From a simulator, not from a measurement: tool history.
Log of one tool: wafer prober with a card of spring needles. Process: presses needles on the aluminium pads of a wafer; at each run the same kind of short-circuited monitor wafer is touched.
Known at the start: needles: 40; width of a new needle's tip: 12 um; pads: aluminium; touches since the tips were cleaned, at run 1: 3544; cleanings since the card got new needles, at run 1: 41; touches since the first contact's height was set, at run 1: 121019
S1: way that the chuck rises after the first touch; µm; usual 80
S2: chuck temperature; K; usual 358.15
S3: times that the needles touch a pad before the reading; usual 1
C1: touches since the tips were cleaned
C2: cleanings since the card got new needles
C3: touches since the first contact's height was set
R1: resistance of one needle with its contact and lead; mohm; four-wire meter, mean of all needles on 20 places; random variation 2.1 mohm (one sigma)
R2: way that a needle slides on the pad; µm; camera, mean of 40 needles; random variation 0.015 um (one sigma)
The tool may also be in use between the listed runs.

{"run": 1, "hour": 0.0, "S1": 80, "S2": 358.15, "S3": 1, "C1": 3544, "C2": 41, "C3": 121019, "R1": 285, "R2": 21.57}
{"hour": 8.7, "done": "tips cleaned on abrasive film"}
{"hour": 15.7, "done": "height of the first contact set anew"}
{"run": 2, "hour": 16.6, "S1": 80, "S2": 358.15, "S3": 1, "C1": 4132, "C2": 42, "C3": 498, "R1": 295, "R2": 21.71}
{"hour": 23.9, "done": "tips cleaned on abrasive film"}
{"run": 3, "hour": 32.2, "S1": 80, "S2": 370.15, "S3": 1, "C1": 4575, "C2": 43, "C3": 9045, "R1": 306, "R2": 21.7}
{"hour": 39.6, "done": "tips cleaned on abrasive film"}
{"run": 4, "hour": 41.9, "S1": 80, "S2": 370.15, "S3": 1, "C1": 1293, "C2": 44, "C3": 14350, "R1": 268, "R2": 21.7}
{"hour": 54.6, "done": "tips cleaned on abrasive film"}
{"run": 5, "hour": 57.5, "S1": 80, "S2": 370.15, "S3": 1, "C1": 1573, "C2": 45, "C3": 22851, "R1": 270, "R2": 21.69}
{"hour": 70.4, "done": "tips cleaned on abrasive film"}
{"run": 6, "hour": 73.8, "S1": 73, "S2": 358.15, "S3": 1, "C1": 1832, "C2": 46, "C3": 31743, "R1": 283, "R2": 19.77}
{"hour": 85.4, "done": "tips cleaned on abrasive film"}
{"run": 7, "hour": 87.0, "S1": 80, "S2": 358.15, "S3": 1, "C1": 895, "C2": 47, "C3": 38973, "R1": 260, "R2": 21.69}
{"run": 8, "hour": 99.9, "S1": 80, "S2": 358.15, "S3": 2, "C1": 8007, "C2": 47, "C3": 46085, "R1": 279, "R2": 21.66}
{"hour": 101.4, "done": "tips cleaned on abrasive film"}
{"run": 9, "hour": 107.9, "S1": 80, "S2": 354.15, "S3": 1, "C1": 3567, "C2": 48, "C3": 50428, "R1": 296, "R2": 21.68}
{"hour": 116.4, "done": "tips cleaned on abrasive film"}
{"run": 10, "hour": 116.4, "S1": 80, "S2": 354.15, "S3": 1, "C1": 0, "C2": 49, "C3": 55039, "R1": 241, "R2": 21.66}
{"run": 11, "hour": 130.3, "S1": 80, "S2": 358.15, "S3": 2, "C1": 7637, "C2": 49, "C3": 62676, "R1": 278, "R2": 21.65}
{"hour": 131.5, "done": "tips cleaned on abrasive film"}
{"hour": 147.5, "done": "tips cleaned on abrasive film"}
{"run": 12, "hour": 148.1, "S1": 80, "S2": 358.15, "S3": 1, "C1": 328, "C2": 51, "C3": 72350, "R1": 250, "R2": 21.65}
{"run": 13, "hour": 156.8, "S1": 80, "S2": 358.15, "S3": 1, "C1": 5155, "C2": 51, "C3": 77177, "R1": 301, "R2": 21.63}
{"hour": 163.5, "done": "tips cleaned on abrasive film"}
{"run": 14, "hour": 170.3, "S1": 80, "S2": 358.15, "S3": 1, "C1": 3693, "C2": 52, "C3": 84504, "R1": 295, "R2": 21.64}
{"hour": 178.4, "done": "tips cleaned on abrasive film"}
{"run": 15, "hour": 184.4, "S1": 80, "S2": 358.15, "S3": 1, "C1": 3282, "C2": 53, "C3": 92208, "R1": 284, "R2": 21.59}
{"hour": 193.7, "done": "tips cleaned on abrasive film"}
{"run": 16, "hour": 199.2, "S1": 80, "S2": 358.15, "S3": 1, "C1": 3044, "C2": 54, "C3": 100316, "R1": 287, "R2": 21.57}
{"hour": 209.8, "done": "tips cleaned on abrasive film"}
{"run": 17, "hour": 213.9, "S1": 77, "S2": 330.15, "S3": 3, "C1": 2257, "C2": 55, "C3": 108338, "R1": 244, "R2": 20.75}
{"hour": 224.8, "done": "tips cleaned on abrasive film"}
{"run": 18, "hour": 226.2, "S1": 76, "S2": 332.15, "S3": 1, "C1": 743, "C2": 56, "C3": 115053, "R1": 250, "R2": 20.5}
{"hour": 240.4, "done": "tips cleaned on abrasive film"}
{"run": 19, "hour": 244.0, "S1": 83, "S2": 369.15, "S3": 1, "C1": 2019, "C2": 57, "C3": 124813, "R1": 275, "R2": 22.38}
{"hour": 252.7, "done": "height of the first contact set anew"}
{"run": 20, "hour": 252.7, "S1": 83, "S2": 369.15, "S3": 1, "C1": 6648, "C2": 57, "C3": 0, "R1": 308, "R2": 22.53}
{"hour": 256.7, "done": "tips cleaned on abrasive film"}
{"run": 21, "hour": 269.3, "S1": 82, "S2": 358.15, "S3": 2, "C1": 6914, "C2": 58, "C3": 9056, "R1": 277, "R2": 22.24}
{"hour": 271.9, "done": "tips cleaned on abrasive film"}
{"run": 22, "hour": 285.5, "S1": 77, "S2": 358.15, "S3": 2, "C1": 7463, "C2": 59, "C3": 17920, "R1": 280, "R2": 20.91}
{"hour": 287.5, "done": "tips cleaned on abrasive film"}
{"run": 23, "hour": 299.4, "S1": 80, "S2": 356.15, "S3": 1, "C1": 6570, "C2": 60, "C3": 25530, "R1": 308, "R2": 21.69}
{"hour": 302.8, "done": "tips cleaned on abrasive film"}
{"run": 24, "hour": 314.4, "S1": 86, "S2": 299.15, "S3": 1, "C1": 6368, "C2": 61, "C3": 33703, "R1": 289, "R2": 23.33}
{"hour": 318.6, "done": "tips cleaned on abrasive film"}
{"run": 25, "hour": 329.3, "S1": 86, "S2": 352.15, "S3": 2, "C1": 5878, "C2": 62, "C3": 41819, "R1": 268, "R2": 23.31}
{"hour": 334.4, "done": "tips cleaned on abrasive film"}
{"run": 26, "hour": 346.0, "S1": 74, "S2": 358.15, "S3": 2, "C1": 6387, "C2": 63, "C3": 50979, "R1": 283, "R2": 20.03}
{"hour": 349.9, "done": "tips cleaned on abrasive film"}
{"run": 27, "hour": 364.0, "S1": 73, "S2": 394.15, "S3": 1, "C1": 7758, "C2": 64, "C3": 60802, "R1": 327, "R2": 19.74}
{"hour": 365.5, "done": "tips cleaned on abrasive film"}
{"run": 28, "hour": 372.7, "S1": 80, "S2": 358.15, "S3": 2, "C1": 3961, "C2": 65, "C3": 65556, "R1": 273, "R2": 21.64}
{"hour": 380.8, "done": "tips cleaned on abrasive film"}
{"run": 29, "hour": 382.1, "S1": 80, "S2": 358.15, "S3": 2, "C1": 717, "C2": 66, "C3": 70685, "R1": 246, "R2": 21.61}
{"hour": 396.4, "done": "tips cleaned on abrasive film"}
{"run": 30, "hour": 399.5, "S1": 80, "S2": 358.15, "S3": 2, "C1": 1719, "C2": 67, "C3": 80211, "R1": 259, "R2": 21.62}
{"run": 31, "hour": 406.8, "S1": 80, "S2": 358.15, "S3": 2, "C1": 5721, "C2": 67, "C3": 84213, "R1": 278, "R2": 21.6}
{"hour": 411.5, "done": "tips cleaned on abrasive film"}
{"run": 32, "hour": 414.1, "S1": 89, "S2": 358.15, "S3": 1, "C1": 1417, "C2": 68, "C3": 88173, "R1": 260, "R2": 24.03}

Forecast each of these 3 alternatives for the next run:
{"hour": 427.7, "done": "tips cleaned on abrasive film"}
{"run": "A", "hour": 429.6, "S1": 80, "S2": 303.15, "S3": 1, "C1": 1028, "C2": 69, "C3": 96626, "R1": "?", "R2": "?"}
{"hour": 427.7, "done": "tips cleaned on abrasive film"}
{"run": "B", "hour": 429.6, "S1": 67, "S2": 350.15, "S3": 1, "C1": 1028, "C2": 69, "C3": 96626, "R1": "?", "R2": "?"}
{"hour": 427.7, "done": "tips cleaned on abrasive film"}
{"run": "C", "hour": 429.6, "S1": 80, "S2": 319.15, "S3": 1, "C1": 1028, "C2": 69, "C3": 96626, "R1": "?", "R2": "?"}

run=A R1=246 R2=21.58
run=B R1=277 R2=18.06
run=C R1=252 R2=21.59
Without the tool's hidden state the same runs would have given:
run=A R1=214 R2=21.72
run=B R1=236 R2=18.2
run=C R1=220 R2=21.73
